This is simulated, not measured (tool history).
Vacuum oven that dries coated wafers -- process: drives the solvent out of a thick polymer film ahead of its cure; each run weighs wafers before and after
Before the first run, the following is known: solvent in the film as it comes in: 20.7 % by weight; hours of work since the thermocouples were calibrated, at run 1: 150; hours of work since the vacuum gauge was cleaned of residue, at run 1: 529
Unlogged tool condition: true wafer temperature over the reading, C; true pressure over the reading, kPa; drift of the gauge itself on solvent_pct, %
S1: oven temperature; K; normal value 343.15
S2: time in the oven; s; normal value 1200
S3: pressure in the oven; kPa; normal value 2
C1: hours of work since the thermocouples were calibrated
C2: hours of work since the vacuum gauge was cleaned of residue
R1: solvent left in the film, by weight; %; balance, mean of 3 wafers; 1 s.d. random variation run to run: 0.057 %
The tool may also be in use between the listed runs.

run 1 hour=0 | S1=343.15 S2=1200 S3=2 | C1=150 C2=529 | R1=2.78
run 2 hour=60.9 | S1=343.15 S2=1200 S3=6.61 | C1=176 C2=556 | R1=4.3
run 3 hour=97.2 | S1=343.15 S2=1200 S3=2 | C1=192 C2=572 | R1=2.7
run 4 hour=171.4 | S1=343.15 S2=1200 S3=2 | C1=225 C2=605 | R1=2.69
run 5 hour=220.5 | S1=357.15 S2=1200 S3=2 | C1=247 C2=627 | R1=0.76
run 6 hour=260.1 | S1=357.15 S2=1200 S3=2 | C1=264 C2=644 | R1=0.81
run 7 hour=328.8 | S1=343.15 S2=1200 S3=2 | C1=295 C2=674 | R1=2.88
run 8 hour=407.7 | S1=343.15 S2=1200 S3=2 | C1=329 C2=709 | R1=2.9
run 9 hour=489.2 | S1=353.15 S2=1200 S3=2 | C1=365 C2=745 | R1=1.27
run 10 hour=541.7 | S1=353.15 S2=1200 S3=2 | C1=388 C2=768 | R1=1.21
run 11 hour=606.8 | S1=343.15 S2=1320 S3=2 | C1=417 C2=797 | R1=2.48
run 12 hour=680.2 | S1=343.15 S2=1320 S3=2 | C1=450 C2=829 | R1=2.45
run 13 hour=760.5 | S1=343.15 S2=1320 S3=2 | C1=485 C2=865 | R1=2.58
run 14 hour=840.7 | S1=343.15 S2=1320 S3=2 | C1=520 C2=900 | R1=2.63
run 15 hour=876.9 | S1=343.15 S2=1320 S3=2 | C1=536 C2=916 | R1=2.57
run 16 hour=910.9 | S1=343.15 S2=1680 S3=2 | C1=551 C2=931 | R1=1.8
run 17 hour=955.1 | S1=343.15 S2=1680 S3=2 | C1=571 C2=951 | R1=1.78
run 18 hour=1028 | S1=343.15 S2=1200 S3=2 | C1=603 C2=983 | R1=2.96
run 19 hour=1101.5 | S1=343.15 S2=1200 S3=2 | C1=635 C2=1015 | R1=2.94
run 20 hour=1140.2 | S1=343.15 S2=1740 S3=2 | C1=653 C2=1032 | R1=1.74
run 21 hour=1177.8 | S1=343.15 S2=1740 S3=2 | C1=669 C2=1049 | R1=1.75
run 22 hour=1253.8 | S1=343.15 S2=1740 S3=2 | C1=703 C2=1082 | R1=1.73
run 23 hour=1290.7 | S1=343.15 S2=1740 S3=2 | C1=719 C2=1099 | R1=1.8
run 24 hour=1347.9 | S1=345.15 S2=1200 S3=2 | C1=744 C2=1124 | R1=2.7
run 25 hour=1421.9 | S1=354.15 S2=1200 S3=5.36 | C1=777 C2=1157 | R1=2.11
run 26 hour=1473.9 | S1=354.15 S2=1200 S3=5.36 | C1=800 C2=1179 | R1=2.14
-- hour=1491.2 oven's thermocouples calibrated
run 27 hour=1542.8 | S1=354.15 S2=1200 S3=5.36 | C1=23 C2=1209 | R1=1.91
run 28 hour=1611.5 | S1=354.15 S2=1200 S3=5.36 | C1=53 C2=1239 | R1=1.99
run 29 hour=1689.3 | S1=343.15 S2=1080 S3=1.88 | C1=87 C2=1274 | R1=3.32
run 30 hour=1735.4 | S1=343.15 S2=1080 S3=1.88 | C1=108 C2=1294 | R1=3.25
run 31 hour=1791.9 | S1=346.15 S2=1500 S3=2 | C1=133 C2=1319 | R1=1.73
run 32 hour=1826 | S1=329.15 S2=1200 S3=1.32 | C1=148 C2=1334 | R1=6.44
run 33 hour=1903.3 | S1=329.15 S2=1200 S3=1.32 | C1=182 C2=1368 | R1=6.56
run 34 hour=1956.9 | S1=350.15 S2=780 S3=4.78 | C1=205 C2=1392 | R1=4.11
run 35 hour=2024.4 | S1=350.15 S2=1260 S3=4.78 | C1=235 C2=1421 | R1=2.37
run 36 hour=2085.1 | S1=350.15 S2=1260 S3=4.78 | C1=262 C2=1448 | R1=2.44
run 37 hour=2166.7 | S1=330.15 S2=1260 S3=3.61 | C1=298 C2=1484 | R1=7.32
run 38 hour=2223.7 | S1=355.15 S2=1200 S3=2 | C1=323 C2=1509 | R1=1.2
run 39 hour=2266.1 | S1=355.15 S2=1200 S3=2 | C1=342 C2=1528 | R1=1.22
run 40 hour=2307.8 | S1=355.15 S2=1200 S3=1.67 | C1=360 C2=1546 | R1=1.1
run 41 hour=2378.9 | S1=356.15 S2=1440 S3=5.33 | C1=392 C2=1578 | R1=1.59
run 42 hour=2438.3 | S1=356.15 S2=1440 S3=5.33 | C1=418 C2=1604 | R1=1.62
run 43 hour=2487.8 | S1=354.15 S2=1200 S3=1.31 | C1=440 C2=1626 | R1=1.13
run 44 hour=2538.4 | S1=342.15 S2=2040 S3=1.31 | C1=462 C2=1648 | R1=1.37
run 45 hour=2598.1 | S1=334.15 S2=1860 S3=2 | C1=488 C2=1675 | R1=3.45
run 46 hour=2649.9 | S1=351.15 S2=1500 S3=4.73 | C1=511 C2=1697 | R1=2.04
run 47 hour=2723.5 | S1=351.15 S2=1500 S3=4.73 | C1=544 C2=1730 | R1=2.04
run 48 hour=2799.5 | S1=357.15 S2=2040 S3=4.98 | C1=577 C2=1763 | R1=1.37

Here are 3 independent what-if runs from the current tool condition. What would each one return?
run A hour=2875 | S1=357.15 S2=2040 S3=5.49 | C1=610 C2=1797 | R1=?
run B hour=2875 | S1=343.15 S2=1200 S3=4.92 | C1=610 C2=1797 | R1=?
run C hour=2875 | S1=357.15 S2=1440 S3=2.57 | C1=610 C2=1797 | R1=?

run=A R1=1.46
run=B R1=4.32
run=C R1=0.95
Without the tool's unlogged condition, the same runs would have read:
run=A R1=1.22
run=B R1=3.72
run=C R1=0.72
